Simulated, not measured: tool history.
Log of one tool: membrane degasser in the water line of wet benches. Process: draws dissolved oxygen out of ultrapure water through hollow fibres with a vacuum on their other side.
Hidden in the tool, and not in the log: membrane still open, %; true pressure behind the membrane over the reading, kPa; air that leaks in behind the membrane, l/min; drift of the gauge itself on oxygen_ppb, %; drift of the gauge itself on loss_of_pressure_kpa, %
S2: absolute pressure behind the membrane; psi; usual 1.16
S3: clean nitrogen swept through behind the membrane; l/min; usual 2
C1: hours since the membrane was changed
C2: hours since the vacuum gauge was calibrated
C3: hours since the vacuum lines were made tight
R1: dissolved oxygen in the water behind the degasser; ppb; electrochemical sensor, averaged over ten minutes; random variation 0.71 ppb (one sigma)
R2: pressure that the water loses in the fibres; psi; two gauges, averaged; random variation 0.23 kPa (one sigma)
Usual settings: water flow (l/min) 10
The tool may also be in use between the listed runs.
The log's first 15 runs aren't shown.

Run 16, hour 3335.6: usual settings; C1 9758; C2 1144; C3 1015. Result: R1 68.5 ppb, R2 8.901 psi.
Run 17, hour 3646.1: usual settings but water flow (l/min) 6, S2 1.649 psi; C1 10069; C2 1454; C3 1325. Result: R1 62.5 ppb, R2 5.323 psi.
Run 18, hour 3852.5: usual settings but S2 1.495 psi, S3 2.79 l/min; C1 10275; C2 1661; C3 1532. Result: R1 72.5 ppb, R2 8.871 psi.
Run 19, hour 4133.6: usual settings but water flow (l/min) 9, S2 1.495 psi, S3 3.77 l/min; C1 10556; C2 1942; C3 1813. Result: R1 47.7 ppb, R2 8.003 psi.
Run 20, hour 4390.4: usual settings but water flow (l/min) 9, S2 1.495 psi, S3 3.77 l/min; C1 10813; C2 2199; C3 2070. Result: R1 47.7 ppb, R2 8.028 psi.
Run 21, hour 4679.8: usual settings but water flow (l/min) 9, S2 1.495 psi, S3 3.95 l/min; C1 11102; C2 2488; C3 2359. Result: R1 46.2 ppb, R2 8.023 psi.
Run 22, hour 4980.1: usual settings but water flow (l/min) 9, S2 1.495 psi, S3 3.95 l/min; C1 11403; C2 2788; C3 2659. Result: R1 46.8 ppb, R2 8.008 psi.
Run 23, hour 5144.6: usual settings but S2 2.616 psi, S3 1.4 l/min; C1 11567; C2 2953; C3 2824. Result: R1 265.1 ppb, R2 8.929 psi.
Run 24, hour 5440.4: usual settings but S2 1.226 psi; C1 11863; C2 3249; C3 3120. Result: R1 76 ppb, R2 8.979 psi.
Run 25, hour 5676.1: usual settings but S2 0.848 psi, S3 3.18 l/min; C1 12099; C2 3484; C3 3355. Result: R1 32.3 ppb, R2 8.985 psi.
Run 26, hour 5880.5: usual settings but water flow (l/min) 7, S2 1.342 psi, S3 4.32 l/min; C1 12303; C2 3689; C3 3560. Result: R1 28 ppb, R2 6.289 psi.
Run 27, hour 6070.9: usual settings but water flow (l/min) 7, S3 1.13 l/min; C1 12493; C2 3879; C3 3750. Result: R1 78.1 ppb, R2 6.287 psi.
Run 28, hour 6212.3: usual settings but water flow (l/min) 7, S3 1.13 l/min; C1 12635; C2 4020; C3 3892. Result: R1 78.5 ppb, R2 6.321 psi.
Run 29, hour 6458.5: usual settings but water flow (l/min) 15, S2 1.955 psi, S3 2.09 l/min; C1 12881; C2 4267; C3 4138. Result: R1 249.8 ppb, R2 13.441 psi.
Run 30, hour 6765: usual settings but water flow (l/min) 9, S2 0.725 psi, S3 3.36 l/min; C1 13187; C2 4573; C3 4444. Result: R1 19.6 ppb, R2 8.129 psi.
At hour 6961: membrane cartridge changed.
Run 31, hour 7058.8: usual settings but water flow (l/min) 9, S2 0.725 psi, S3 3.36 l/min; C1 98; C2 4863; C3 4734. Result: R1 18.1 ppb, R2 7.625 psi.
Run 32, hour 7267.9: usual settings but water flow (l/min) 9, S2 0.725 psi, S3 3.36 l/min; C1 307; C2 5072; C3 4943. Result: R1 17.7 ppb, R2 7.655 psi.

4 ways to go on from here, each from the tool as it stands after run 32. What would each give?
Run A, hour 7494.4: usual settings but water flow (l/min) 11, S2 2.219 psi, S3 4.41 l/min; C1 533; C2 5299; C3 5170. Result: R1 ?, R2 ?.
Run B, hour 7494.4: usual settings but water flow (l/min) 9, S2 1.091 psi, S3 3.36 l/min; C1 533; C2 5299; C3 5170. Result: R1 ?, R2 ?.
Run C, hour 7494.4: usual settings but water flow (l/min) 9, S2 1.037 psi, S3 3.36 l/min; C1 533; C2 5299; C3 5170. Result: R1 ?, R2 ?.
Run D, hour 7494.4: usual settings but water flow (l/min) 13, S2 2.138 psi, S3 1.41 l/min; C1 533; C2 5299; C3 5170. Result: R1 ?, R2 ?.

run     R1      R2
  A   90.6   9.304
  B   35.7    7.61
  C   32.5   7.536
  D  283.5  11.039
Without the tool's hidden state the same runs would have given:
run     R1      R2
  A   86.1   9.281
  B   31.9   7.591
  C   28.9   7.517
  D  270.4  11.011
